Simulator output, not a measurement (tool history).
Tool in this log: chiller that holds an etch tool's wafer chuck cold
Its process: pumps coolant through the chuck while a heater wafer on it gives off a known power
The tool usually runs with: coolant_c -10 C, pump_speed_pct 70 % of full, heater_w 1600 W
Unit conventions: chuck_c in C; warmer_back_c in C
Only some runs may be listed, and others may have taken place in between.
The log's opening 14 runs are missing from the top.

run   hour  coolant_c  pump_speed_pct  heater_w  hours since the coolant was changed and the channels were flushed  hours since the pump was overhauled  hours since the chiller's thermometer was calibrated  chuck_c  warmer_back_c
 15  350.4        -10              70      1794                                                                499                                  448                                                  3246      4.4           7.34
 16  366.6        -10              70      1794                                                                515                                  465                                                  3263      4.3           7.37
 17  400.6        -10              70      1794                                                                549                                  499                                                  3297      4.3           7.33
 18  430.9        -10              75      1600                                                                579                                  529                                                  3327      2.5              6
 19  446.3        -17              72      1178                                                                595                                  544                                                  3342     -7.7           4.61
 20  480.4        -10              64      2358                                                                629                                  578                                                  3376     10.2          10.71
 21  513.2         -7              79      1600                                                                662                                  611                                                  3409        5           5.68
 22  531.1         -9              70      1190                                                                679                                  629                                                  3427      0.7           4.85
 23  561.2         -9              70      1190                                                                709                                  659                                                  3457      0.5           4.84
 24  590.2         -9              70      1190                                                                739                                  688                                                  3486      0.7           4.85
 25  605.3        -16              85      1302                                                                754                                  703                                                  3501     -6.7           4.31

What will run 26 give?
 26  630.8         -9              63      2144                                                                779                                  729                                                  3527        ?              ?

Run 26 produced chuck_c 9.6 C, warmer_back_c 9.84 C.
Minus the tool's unlogged condition, the same run would have read chuck_c 9.5 C, warmer_back_c 9.97 C.

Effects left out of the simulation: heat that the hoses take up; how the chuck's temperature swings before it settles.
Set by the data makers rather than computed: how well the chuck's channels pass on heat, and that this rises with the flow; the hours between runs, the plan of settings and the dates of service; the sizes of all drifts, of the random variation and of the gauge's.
